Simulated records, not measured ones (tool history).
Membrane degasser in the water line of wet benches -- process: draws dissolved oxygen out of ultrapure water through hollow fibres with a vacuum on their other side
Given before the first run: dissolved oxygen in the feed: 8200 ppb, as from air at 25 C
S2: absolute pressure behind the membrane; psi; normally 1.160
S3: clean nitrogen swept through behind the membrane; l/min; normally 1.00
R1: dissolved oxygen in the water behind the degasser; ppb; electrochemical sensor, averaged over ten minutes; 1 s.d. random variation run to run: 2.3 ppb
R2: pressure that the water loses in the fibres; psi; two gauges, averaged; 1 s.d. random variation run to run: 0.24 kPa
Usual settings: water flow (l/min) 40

run 1 hour=0.0 | water_flow_(l/min)=40 S2=1.160 S3=1.00 | R1=418.9 R2=9.586
run 2 hour=286.9 | water_flow_(l/min)=40 S2=1.160 S3=1.00 | R1=421.5 R2=9.694
run 3 hour=575.6 | water_flow_(l/min)=40 S2=1.160 S3=1.00 | R1=420.7 R2=9.712
run 4 hour=763.2 | water_flow_(l/min)=40 S2=1.160 S3=1.00 | R1=417.1 R2=9.654
-- hour=951.1 seals of the vacuum lines changed
run 5 hour=1085.0 | water_flow_(l/min)=40 S2=1.160 S3=1.00 | R1=422.2 R2=9.699
run 6 hour=1297.4 | water_flow_(l/min)=40 S2=1.160 S3=1.00 | R1=421.6 R2=9.671
run 7 hour=1486.1 | water_flow_(l/min)=40 S2=1.160 S3=1.00 | R1=423.6 R2=9.767
run 8 hour=1793.7 | water_flow_(l/min)=40 S2=1.678 S3=1.00 | R1=681.0 R2=9.719
run 9 hour=1943.1 | water_flow_(l/min)=40 S2=1.678 S3=1.00 | R1=690.2 R2=9.796
run 10 hour=2110.8 | water_flow_(l/min)=40 S2=1.160 S3=1.00 | R1=427.2 R2=9.796
run 11 hour=2275.3 | water_flow_(l/min)=27 S2=2.174 S3=1.00 | R1=652.4 R2=6.611
run 12 hour=2509.7 | water_flow_(l/min)=32 S2=1.156 S3=1.92 | R1=197.7 R2=7.886
-- hour=2528.7 vacuum gauge calibrated
run 13 hour=2729.9 | water_flow_(l/min)=34 S2=1.160 S3=1.00 | R1=358.6 R2=8.367
run 14 hour=3026.0 | water_flow_(l/min)=61 S2=1.160 S3=1.00 | R1=751.0 R2=14.991
run 15 hour=3182.5 | water_flow_(l/min)=36 S2=1.160 S3=1.00 | R1=380.9 R2=8.930
run 16 hour=3485.1 | water_flow_(l/min)=40 S2=1.397 S3=1.49 | R1=417.4 R2=9.873
run 17 hour=3691.0 | water_flow_(l/min)=27 S2=1.294 S3=1.00 | R1=337.6 R2=6.698
-- hour=3739.4 vacuum gauge calibrated, once more
run 18 hour=3907.5 | water_flow_(l/min)=27 S2=1.294 S3=1.00 | R1=328.3 R2=6.660
run 19 hour=4059.1 | water_flow_(l/min)=27 S2=1.294 S3=1.00 | R1=324.0 R2=6.693
run 20 hour=4305.2 | water_flow_(l/min)=27 S2=1.294 S3=1.00 | R1=327.3 R2=6.765

Forecast each of these 4 alternatives for the next run:
run A hour=4578.4 | water_flow_(l/min)=25 S2=1.160 S3=1.13 | R1=? R2=?
run B hour=4578.4 | water_flow_(l/min)=25 S2=0.811 S3=1.30 | R1=? R2=?
run C hour=4578.4 | water_flow_(l/min)=26 S2=1.488 S3=0.48 | R1=? R2=?
run D hour=4578.4 | water_flow_(l/min)=57 S2=1.362 S3=0.48 | R1=? R2=?

run=A R1=232.6 R2=6.195
run=B R1=106.8 R2=6.274
run=C R1=676.6 R2=6.482
run=D R1=1155.2 R2=14.208
What these runs would have given with no unlogged condition in the tool:
run=A R1=230.6 R2=5.806
run=B R1=105.1 R2=5.887
run=C R1=676.3 R2=6.077
run=D R1=1121.7 R2=13.322

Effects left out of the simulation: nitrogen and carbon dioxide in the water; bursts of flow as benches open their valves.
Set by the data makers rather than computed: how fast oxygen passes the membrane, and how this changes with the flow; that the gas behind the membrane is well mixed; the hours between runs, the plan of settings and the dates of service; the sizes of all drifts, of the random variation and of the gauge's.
